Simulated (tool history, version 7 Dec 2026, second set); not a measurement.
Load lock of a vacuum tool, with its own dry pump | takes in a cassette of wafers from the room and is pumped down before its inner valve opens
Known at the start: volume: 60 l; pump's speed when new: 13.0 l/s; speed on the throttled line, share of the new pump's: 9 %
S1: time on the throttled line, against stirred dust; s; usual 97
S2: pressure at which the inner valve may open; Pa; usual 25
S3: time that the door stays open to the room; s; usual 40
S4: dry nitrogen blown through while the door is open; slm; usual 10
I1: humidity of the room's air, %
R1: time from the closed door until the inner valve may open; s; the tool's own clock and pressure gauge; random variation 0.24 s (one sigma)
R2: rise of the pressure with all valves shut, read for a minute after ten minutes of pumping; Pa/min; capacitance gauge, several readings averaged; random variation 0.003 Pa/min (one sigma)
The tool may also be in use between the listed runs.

Run 1, hour 0.0: usual settings; I1 48.0. Result: R1 129.3 s, R2 0.142 Pa/min.
Run 2, hour 257.2: usual settings; I1 45.5. Result: R1 129.5 s, R2 0.149 Pa/min.
Run 3, hour 622.3: usual settings but S1 182 s; I1 41.6. Result: R1 206.1 s, R2 0.159 Pa/min.
Run 4, hour 949.0: usual settings but S3 109 s; I1 44.8. Result: R1 129.1 s, R2 0.202 Pa/min.
Run 5, hour 1349.6: usual settings but S2 36 Pa; I1 42.7. Result: R1 127.9 s, R2 0.198 Pa/min.
Run 6, hour 1648.0: usual settings but S3 227 s; I1 45.4. Result: R1 129.6 s, R2 0.264 Pa/min.
Run 7, hour 1929.5: usual settings but S3 227 s, S4 8 slm; I1 48.4. Result: R1 130.1 s, R2 0.295 Pa/min.
At hour 1994.4: door's seal changed, seat wiped.
Run 8, hour 2263.4: usual settings but S3 29 s; I1 44.9. Result: R1 130.1 s, R2 0.027 Pa/min.
Run 9, hour 2752.6: usual settings but S3 29 s; I1 44.8. Result: R1 129.9 s, R2 0.038 Pa/min.
Run 10, hour 3063.7: usual settings; I1 46.8. Result: R1 130.0 s, R2 0.048 Pa/min.
Run 11, hour 3397.8: usual settings but S4 13 slm; I1 44.5. Result: R1 131.0 s, R2 0.051 Pa/min.
Run 12, hour 3877.3: usual settings but S4 13 slm; I1 48.2. Result: R1 130.9 s, R2 0.067 Pa/min.
At hour 3946.5: dry pump taken out, an overhauled one fitted.
Run 13, hour 4164.3: usual settings but S4 13 slm; I1 46.5. Result: R1 126.9 s, R2 0.069 Pa/min.
Run 14, hour 4521.4: usual settings but S1 51 s; I1 41.5. Result: R1 85.5 s, R2 0.076 Pa/min.
Run 15, hour 4958.9: usual settings but S1 57 s; I1 41.5. Result: R1 90.9 s, R2 0.080 Pa/min.
Run 16, hour 5194.4: usual settings but S1 57 s; I1 46.6. Result: R1 90.8 s, R2 0.088 Pa/min.
Run 17, hour 5453.6: usual settings but S1 57 s; I1 43.1. Result: R1 91.2 s, R2 0.096 Pa/min.
Run 18, hour 5772.6: usual settings but S1 57 s; I1 45.7. Result: R1 91.1 s, R2 0.109 Pa/min.
Run 19, hour 5988.5: usual settings but S1 57 s; I1 47.3. Result: R1 91.5 s, R2 0.116 Pa/min.
Run 20, hour 6313.4: usual settings but S2 21 Pa, S3 151 s; I1 45.3. Result: R1 128.8 s, R2 0.164 Pa/min.
Run 21, hour 6560.8: usual settings but S1 59 s, S2 35 Pa, S4 19 slm; I1 40.5. Result: R1 91.5 s, R2 0.128 Pa/min.
Run 22, hour 6839.3: usual settings but S1 59 s, S2 35 Pa, S4 19 slm; I1 43.6. Result: R1 91.5 s, R2 0.146 Pa/min.
Run 23, hour 7065.7: usual settings but S1 189 s, S2 42 Pa, S3 225 s, S4 6 slm; I1 45.5. Result: R1 209.3 s, R2 0.221 Pa/min.
Run 24, hour 7444.8: usual settings but S1 95 s, S2 42 Pa, S3 161 s, S4 33 slm; I1 46.0. Result: R1 124.1 s, R2 0.185 Pa/min.
Run 25, hour 7918.9: usual settings but S1 127 s, S2 35 Pa, S3 30 s, S4 43 slm; I1 46.5. Result: R1 153.9 s, R2 0.168 Pa/min.
Run 26, hour 8331.8: usual settings but S1 135 s, S2 23 Pa, S3 32 s; I1 44.5. Result: R1 163.2 s, R2 0.204 Pa/min.
Run 27, hour 8712.6: usual settings but S1 135 s, S2 23 Pa, S3 32 s; I1 47.2. Result: R1 163.4 s, R2 0.228 Pa/min.
At hour 8920.0: door's seal changed, seat wiped.
Run 28, hour 8945.8: usual settings but S1 135 s, S2 23 Pa, S3 32 s; I1 45.1. Result: R1 163.2 s, R2 0.035 Pa/min.
Run 29, hour 9190.2: usual settings but S1 135 s, S2 23 Pa, S3 32 s; I1 46.4. Result: R1 163.3 s, R2 0.033 Pa/min.
Run 30, hour 9520.5: usual settings but S1 135 s, S2 23 Pa, S3 32 s; I1 48.6. Result: R1 163.6 s, R2 0.039 Pa/min.
Run 31, hour 9883.0: usual settings but S1 135 s, S2 23 Pa, S3 32 s; I1 44.7. Result: R1 164.3 s, R2 0.038 Pa/min.
Run 32, hour 10305.5: usual settings but S1 135 s, S2 23 Pa, S3 32 s; I1 46.7. Result: R1 163.7 s, R2 0.049 Pa/min.
Run 33, hour 10647.9: usual settings but S1 58 s, S4 14 slm; I1 43.0. Result: R1 93.8 s, R2 0.055 Pa/min.
Run 34, hour 10845.2: usual settings but S1 58 s, S4 14 slm; I1 45.4. Result: R1 93.6 s, R2 0.053 Pa/min.
Run 35, hour 11243.2: usual settings but S2 31 Pa, S3 83 s, S4 6 slm; I1 47.1. Result: R1 128.0 s, R2 0.093 Pa/min.

The same runs without the tool's hidden state, with the same run-to-run variation:
The hidden state here: pump's speed, % of a new pump's; leak at the door's seal, Pa l/s; drift of the gauge itself on ready_s, %; drift of the gauge itself on rise_pa_min, %.
run     R1     R2
  1  127.0  0.033
  2  127.1  0.030
  3  204.2  0.029
  4  126.5  0.057
  5  125.3  0.036
  6  126.8  0.087
  7  127.1  0.103
  8  127.0  0.023
  9  126.6  0.028
 10  126.6  0.033
 11  127.5  0.031
 12  127.2  0.037
 13  126.9  0.033
 14   85.3  0.034
 15   90.5  0.026
 16   90.4  0.030
 17   90.7  0.028
 18   90.5  0.033
 19   90.8  0.032
 20  128.0  0.069
 21   90.7  0.026
 22   90.6  0.031
 23  208.7  0.100
 24  123.1  0.050
 25  152.8  0.013
 26  162.0  0.028
 27  162.1  0.032
 28  161.8  0.033
 29  161.8  0.029
 30  162.1  0.031
 31  162.7  0.025
 32  161.9  0.030
 33   91.5  0.030
 34   91.3  0.025
 35  125.8  0.055
